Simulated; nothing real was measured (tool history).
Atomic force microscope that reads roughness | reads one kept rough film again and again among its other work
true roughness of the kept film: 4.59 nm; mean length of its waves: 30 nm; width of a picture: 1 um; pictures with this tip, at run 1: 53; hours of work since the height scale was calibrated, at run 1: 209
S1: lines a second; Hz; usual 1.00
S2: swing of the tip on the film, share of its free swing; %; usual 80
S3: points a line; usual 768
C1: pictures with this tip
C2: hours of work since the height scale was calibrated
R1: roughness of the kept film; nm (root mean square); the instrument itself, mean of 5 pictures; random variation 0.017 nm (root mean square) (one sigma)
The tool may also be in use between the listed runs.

run	hour	S1	S2	S3	C1	C2	R1
1	0.0	1.00	80	768	53	209	3.932
2	25.8	1.00	80	768	108	225	3.827
3	36.9	1.00	80	768	131	231	3.789
4	61.1	1.00	80	768	182	247	3.732
5	78.9	1.00	60	768	219	258	3.726
6	92.9	1.00	60	768	249	266	3.679
# hour 100.2: new tip fitted
7	107.7	1.00	80	768	16	275	3.998
8	124.8	1.00	80	260	52	286	3.843
9	138.9	1.00	80	260	82	295	3.781
10	155.9	1.00	80	260	117	305	3.722
11	175.8	1.00	80	260	159	318	3.675
# hour 178.4: height scale calibrated on a step standard
12	199.6	0.98	65	280	207	13	3.691
13	221.5	1.00	79	768	254	27	3.568
# hour 225.8: new tip fitted
14	232.5	1.00	79	768	15	33	4.020
15	253.3	1.00	58	768	58	46	4.025
16	273.1	1.00	80	545	100	59	3.857

3 ways to go on from here, each from the tool as it stands after run 16. What would each give?
A	285.6	3.53	55	828	127	66	?
B	285.6	0.76	80	768	127	66	?
C	285.6	1.27	65	330	127	66	?

run	R1
A	3.839
B	3.836
C	3.828
Without the tool's hidden state the same runs would have given:
run	R1
A	4.066
B	4.063
C	4.054
